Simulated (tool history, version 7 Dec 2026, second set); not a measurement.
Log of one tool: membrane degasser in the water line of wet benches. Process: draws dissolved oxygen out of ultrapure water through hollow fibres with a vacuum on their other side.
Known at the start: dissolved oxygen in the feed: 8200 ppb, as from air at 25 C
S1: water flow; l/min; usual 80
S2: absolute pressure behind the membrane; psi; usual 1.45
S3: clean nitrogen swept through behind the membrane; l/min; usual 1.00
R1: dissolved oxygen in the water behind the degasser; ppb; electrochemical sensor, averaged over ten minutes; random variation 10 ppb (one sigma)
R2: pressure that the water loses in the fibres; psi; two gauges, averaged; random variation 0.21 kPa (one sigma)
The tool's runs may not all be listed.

| run | hour | S1 | S2 | S3 | R1 | R2 |
|---|---|---|---|---|---|---|
| 1 | 0.0 | 80 | 1.45 | 1.00 | 1086.7 | 7.393 |
| 2 | 98.0 | 57 | 1.45 | 1.00 | 787.7 | 5.298 |
| 3 | 197.2 | 57 | 1.84 | 1.00 | 1014.5 | 5.316 |
| 4 | 319.4 | 57 | 1.84 | 1.00 | 1031.5 | 5.285 |
| 5 | 463.0 | 57 | 1.84 | 1.00 | 1009.5 | 5.319 |
| 6 | 535.6 | 57 | 1.84 | 1.00 | 1030.2 | 5.301 |
| 7 | 621.4 | 57 | 1.84 | 1.00 | 1039.6 | 5.272 |
| 8 | 774.5 | 57 | 1.84 | 1.00 | 1037.8 | 5.298 |
| 9 | 906.3 | 57 | 1.84 | 1.00 | 1015.0 | 5.316 |
| 10 | 1031.6 | 57 | 1.84 | 1.00 | 1049.2 | 5.314 |
| 11 | 1155.3 | 57 | 1.84 | 1.00 | 1038.0 | 5.324 |
| 12 | 1304.5 | 57 | 1.84 | 1.00 | 1037.0 | 5.308 |
| 13 | 1409.9 | 80 | 1.45 | 2.22 | 745.2 | 7.455 |
|  | 1419.9 | vacuum gauge calibrated |
| 14 | 1491.5 | 61 | 1.93 | 0.91 | 1228.7 | 5.746 |
| 15 | 1623.7 | 51 | 1.45 | 2.48 | 392.2 | 4.727 |
| 16 | 1734.6 | 51 | 1.45 | 2.48 | 395.9 | 4.750 |
| 17 | 1823.8 | 80 | 1.73 | 1.00 | 1343.0 | 7.468 |
| 18 | 1910.3 | 124 | 1.73 | 2.75 | 1304.6 | 11.645 |
| 19 | 1992.5 | 63 | 1.84 | 0.41 | 1874.7 | 5.920 |
| 20 | 2090.7 | 80 | 1.45 | 0.76 | 1300.4 | 7.416 |

3 ways to go on from here, each from the tool as it stands after run 20. What would each give?
| A | 2221.2 | 53 | 2.35 | 1.00 | ? | ? |
| B | 2221.2 | 80 | 1.51 | 1.00 | ? | ? |
| C | 2221.2 | 82 | 1.45 | 0.76 | ? | ? |

| run | R1 | R2 |
|---|---|---|
| A | 1253.3 | 4.965 |
| B | 1173.2 | 7.501 |
| C | 1336.3 | 7.617 |
Without the tool's hidden state the same runs would have given:
| run | R1 | R2 |
|---|---|---|
| A | 1195.0 | 4.756 |
| B | 1077.2 | 7.184 |
| C | 1225.6 | 7.295 |
